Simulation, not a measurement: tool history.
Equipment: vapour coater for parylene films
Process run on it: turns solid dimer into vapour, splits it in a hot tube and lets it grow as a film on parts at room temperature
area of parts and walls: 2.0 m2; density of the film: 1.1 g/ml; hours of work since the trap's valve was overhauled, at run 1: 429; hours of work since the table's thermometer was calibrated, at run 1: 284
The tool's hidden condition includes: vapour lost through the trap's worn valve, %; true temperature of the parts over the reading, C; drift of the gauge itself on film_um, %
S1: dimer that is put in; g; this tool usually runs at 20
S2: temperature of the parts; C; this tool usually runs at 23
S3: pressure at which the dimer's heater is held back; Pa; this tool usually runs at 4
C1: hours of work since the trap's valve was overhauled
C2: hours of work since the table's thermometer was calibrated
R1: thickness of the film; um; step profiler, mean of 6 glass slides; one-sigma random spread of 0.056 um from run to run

run 1 hour=0 | S1=20 S2=23 S3=4 | C1=429 C2=284 | R1=5.54
run 2 hour=7.6 | S1=15 S2=23 S3=4 | C1=436 C2=291 | R1=4.17
run 3 hour=19.5 | S1=20 S2=23 S3=4.57 | C1=446 C2=301 | R1=5.42
run 4 hour=29.7 | S1=20 S2=23 S3=4.57 | C1=455 C2=310 | R1=5.29
-- hour=38.5 trap's valve overhauled
run 5 hour=40.3 | S1=20 S2=23 S3=4.57 | C1=2 C2=316 | R1=6.34
run 6 hour=47.4 | S1=20 S2=23 S3=4.57 | C1=8 C2=322 | R1=6.33
run 7 hour=58.7 | S1=20 S2=23 S3=4 | C1=18 C2=332 | R1=6.52
run 8 hour=70.2 | S1=20 S2=23 S3=4 | C1=28 C2=342 | R1=6.5
run 9 hour=79 | S1=20 S2=31 S3=4 | C1=36 C2=350 | R1=4.74
run 10 hour=93.9 | S1=20 S2=31 S3=4 | C1=49 C2=363 | R1=4.64
run 11 hour=105 | S1=20 S2=31 S3=4 | C1=59 C2=373 | R1=4.74
run 12 hour=116.8 | S1=20 S2=23 S3=3.67 | C1=69 C2=384 | R1=6.47
run 13 hour=131.6 | S1=20 S2=23 S3=3.67 | C1=82 C2=397 | R1=6.47
run 14 hour=143.3 | S1=20 S2=23 S3=3.67 | C1=93 C2=407 | R1=6.44
run 15 hour=149.5 | S1=20 S2=23 S3=3.67 | C1=98 C2=413 | R1=6.39
run 16 hour=159.7 | S1=11 S2=23 S3=3.67 | C1=107 C2=422 | R1=3.49
run 17 hour=166.1 | S1=11 S2=23 S3=3.67 | C1=113 C2=427 | R1=3.55
run 18 hour=178.1 | S1=23 S2=23 S3=3.67 | C1=123 C2=438 | R1=7.23
run 19 hour=188.1 | S1=20 S2=23 S3=4 | C1=132 C2=447 | R1=6.18
run 20 hour=201.1 | S1=20 S2=23 S3=4 | C1=144 C2=458 | R1=6.2
run 21 hour=211.7 | S1=12 S2=20 S3=11.2 | C1=153 C2=467 | R1=3.37
run 22 hour=218.7 | S1=12 S2=20 S3=11.2 | C1=159 C2=474 | R1=3.36
run 23 hour=225.3 | S1=19 S2=16 S3=7.75 | C1=165 C2=479 | R1=6.8
run 24 hour=236.6 | S1=19 S2=16 S3=7.75 | C1=175 C2=489 | R1=6.68
run 25 hour=251.6 | S1=19 S2=28 S3=7.75 | C1=188 C2=503 | R1=4.19
run 26 hour=263.9 | S1=19 S2=28 S3=7.75 | C1=199 C2=514 | R1=4.21
run 27 hour=271.8 | S1=19 S2=28 S3=7.75 | C1=206 C2=521 | R1=4.22
run 28 hour=281.1 | S1=13 S2=26 S3=7.75 | C1=214 C2=529 | R1=3.09
run 29 hour=295.7 | S1=18 S2=23 S3=4 | C1=227 C2=542 | R1=5.47
run 30 hour=310 | S1=20 S2=26 S3=4 | C1=240 C2=554 | R1=5.3
run 31 hour=324.3 | S1=20 S2=26 S3=4 | C1=252 C2=567 | R1=5.34
run 32 hour=336.8 | S1=13 S2=31 S3=4 | C1=263 C2=578 | R1=2.79
run 33 hour=345.4 | S1=13 S2=31 S3=4 | C1=271 C2=585 | R1=2.81
run 34 hour=355.9 | S1=30 S2=18 S3=5.81 | C1=280 C2=595 | R1=10.01
run 35 hour=364.5 | S1=30 S2=18 S3=5.81 | C1=288 C2=602 | R1=10.1
run 36 hour=376.1 | S1=11 S2=20 S3=10.17 | C1=298 C2=613 | R1=2.98
run 37 hour=384.1 | S1=11 S2=20 S3=10.17 | C1=305 C2=620 | R1=3.01
run 38 hour=396.6 | S1=11 S2=20 S3=2.11 | C1=316 C2=631 | R1=4.06

Predict each of these 5 candidate next runs independently; none follows another, all start after run 38:
run A hour=410.5 | S1=15 S2=19 S3=3.73 | C1=329 C2=643 | R1=?
run B hour=410.5 | S1=24 S2=23 S3=2.11 | C1=329 C2=643 | R1=?
run C hour=410.5 | S1=11 S2=20 S3=3.88 | C1=329 C2=643 | R1=?
run D hour=410.5 | S1=11 S2=26 S3=11.87 | C1=329 C2=643 | R1=?
run E hour=410.5 | S1=17 S2=23 S3=8.36 | C1=329 C2=643 | R1=?

run=A R1=5.15
run=B R1=7.96
run=C R1=3.62
run=D R1=2.3
run=E R1=4.25
With the hidden condition removed and each run's random variation left untouched, the same runs would have given:
run=A R1=5.85
run=B R1=9.04
run=C R1=4.11
run=D R1=2.61
run=E R1=4.83
